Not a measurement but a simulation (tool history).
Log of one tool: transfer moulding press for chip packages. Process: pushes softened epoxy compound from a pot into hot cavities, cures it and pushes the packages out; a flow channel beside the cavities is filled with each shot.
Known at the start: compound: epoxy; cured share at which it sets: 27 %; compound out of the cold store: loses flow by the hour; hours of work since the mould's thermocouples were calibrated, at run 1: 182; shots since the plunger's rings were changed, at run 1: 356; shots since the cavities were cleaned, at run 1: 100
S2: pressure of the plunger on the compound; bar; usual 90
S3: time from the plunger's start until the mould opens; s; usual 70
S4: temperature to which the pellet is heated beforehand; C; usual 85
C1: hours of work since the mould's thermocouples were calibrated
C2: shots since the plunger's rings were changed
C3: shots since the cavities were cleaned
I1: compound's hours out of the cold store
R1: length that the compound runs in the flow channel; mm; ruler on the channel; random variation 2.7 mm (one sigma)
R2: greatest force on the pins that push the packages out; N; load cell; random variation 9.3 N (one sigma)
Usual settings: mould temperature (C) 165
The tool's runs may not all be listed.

run 1 hour=0 | mould_temperature_(C)=165 S2=90 S3=70 S4=85 | C1=182 C2=356 C3=100 | I1=12.9 | R1=987 R2=473
run 2 hour=8.8 | mould_temperature_(C)=165 S2=90 S3=70 S4=85 | C1=186 C2=458 C3=202 | I1=42.7 | R1=870 R2=486
run 3 hour=18.3 | mould_temperature_(C)=165 S2=90 S3=70 S4=85 | C1=191 C2=567 C3=311 | I1=35 | R1=895 R2=515
run 4 hour=30.8 | mould_temperature_(C)=165 S2=90 S3=70 S4=85 | C1=196 C2=710 C3=454 | I1=21.9 | R1=948 R2=574
run 5 hour=37.7 | mould_temperature_(C)=165 S2=90 S3=70 S4=91 | C1=200 C2=789 C3=533 | I1=26.8 | R1=926 R2=569
run 6 hour=44.3 | mould_temperature_(C)=165 S2=90 S3=70 S4=85 | C1=203 C2=866 C3=610 | I1=23.1 | R1=936 R2=593
run 7 hour=55.2 | mould_temperature_(C)=165 S2=90 S3=70 S4=85 | C1=208 C2=991 C3=735 | I1=18.8 | R1=952 R2=635
run 8 hour=61 | mould_temperature_(C)=165 S2=90 S3=70 S4=85 | C1=211 C2=1059 C3=803 | I1=19.5 | R1=952 R2=651
run 9 hour=72.5 | mould_temperature_(C)=165 S2=90 S3=70 S4=85 | C1=217 C2=1190 C3=934 | I1=28.3 | R1=914 R2=642
run 10 hour=79.9 | mould_temperature_(C)=165 S2=90 S3=70 S4=85 | C1=220 C2=1276 C3=1020 | I1=10 | R1=980 R2=682
run 11 hour=91.8 | mould_temperature_(C)=165 S2=90 S3=70 S4=85 | C1=226 C2=1413 C3=1157 | I1=22.5 | R1=930 R2=709
-- hour=96.2 cavities cleaned with cleaning compound and waxed
run 12 hour=102.8 | mould_temperature_(C)=165 S2=90 S3=70 S4=85 | C1=230 C2=1522 C3=76 | I1=22.2 | R1=931 R2=471
run 13 hour=115.1 | mould_temperature_(C)=165 S2=90 S3=70 S4=85 | C1=236 C2=1664 C3=218 | I1=20.3 | R1=936 R2=504
run 14 hour=125.2 | mould_temperature_(C)=165 S2=90 S3=70 S4=85 | C1=241 C2=1779 C3=333 | I1=46.5 | R1=842 R2=561
run 15 hour=132.5 | mould_temperature_(C)=165 S2=90 S3=70 S4=85 | C1=245 C2=1864 C3=418 | I1=33.9 | R1=884 R2=546
run 16 hour=142.8 | mould_temperature_(C)=165 S2=90 S3=70 S4=85 | C1=250 C2=1982 C3=536 | I1=10.8 | R1=971 R2=591
run 17 hour=155.7 | mould_temperature_(C)=165 S2=72.7 S3=52 S4=90 | C1=256 C2=2131 C3=685 | I1=32.3 | R1=796 R2=1116
run 18 hour=164.3 | mould_temperature_(C)=163 S2=103.5 S3=62 S4=84 | C1=260 C2=2230 C3=784 | I1=21.9 | R1=1001 R2=940
run 19 hour=178 | mould_temperature_(C)=165 S2=90 S3=71 S4=85 | C1=266 C2=2387 C3=941 | I1=25.5 | R1=909 R2=630
run 20 hour=188.9 | mould_temperature_(C)=165 S2=90 S3=54 S4=85 | C1=272 C2=2513 C3=1067 | I1=37.7 | R1=865 R2=1124
-- hour=201.9 cavities cleaned with cleaning compound and waxed
run 21 hour=202.8 | mould_temperature_(C)=166 S2=71.5 S3=56 S4=82 | C1=278 C2=2656 C3=10 | I1=47.4 | R1=733 R2=627
run 22 hour=215.1 | mould_temperature_(C)=166 S2=71.5 S3=79 S4=82 | C1=284 C2=2798 C3=152 | I1=31.7 | R1=780 R2=419
-- hour=219.6 plunger's sealing rings changed
run 23 hour=225.5 | mould_temperature_(C)=161 S2=90 S3=70 S4=85 | C1=287 C2=67 C3=242 | I1=12.1 | R1=1015 R2=713
run 24 hour=238.2 | mould_temperature_(C)=164 S2=78.8 S3=70 S4=85 | C1=293 C2=213 C3=388 | I1=26.3 | R1=876 R2=594
run 25 hour=247.7 | mould_temperature_(C)=164 S2=95.4 S3=70 S4=85 | C1=298 C2=323 C3=498 | I1=30.6 | R1=945 R2=612
run 26 hour=260.6 | mould_temperature_(C)=164 S2=95.4 S3=70 S4=85 | C1=304 C2=471 C3=646 | I1=16 | R1=1002 R2=683
run 27 hour=269.9 | mould_temperature_(C)=164 S2=95.4 S3=70 S4=85 | C1=309 C2=579 C3=754 | I1=31.7 | R1=939 R2=671
run 28 hour=281 | mould_temperature_(C)=166 S2=102.5 S3=92 S4=82 | C1=314 C2=706 C3=881 | I1=25.7 | R1=984 R2=500
run 29 hour=293.7 | mould_temperature_(C)=166 S2=102.5 S3=92 S4=82 | C1=320 C2=853 C3=1028 | I1=27.9 | R1=976 R2=513

Hidden state or all else? Some run-to-run changes of R1, split into what the settings, what came in and random variation would give without the hidden state, and what is left for the hidden state (with any gauge scatter that isn't in both results):
The hidden state here: true mould temperature over the reading, C; pressure that reaches the compound, % of what is set; grip of the stained cavities, % over clean ones'; drift of the gauge itself on flow_mm, %; drift of the gauge itself on push_out_n, %.
Run 17 -> 18: mould temperature (C) 165 -> 163, S2 72.7 -> 103.5, S3 52 -> 62, S4 90 -> 84. R1 +205 mm: hidden state -8, all else +213.
Run 22 -> 23: mould temperature (C) 166 -> 161, S2 71.5 -> 90, S3 79 -> 70, S4 82 -> 85, plunger's sealing rings changed. R1 +235 mm: hidden state +30, all else +205.
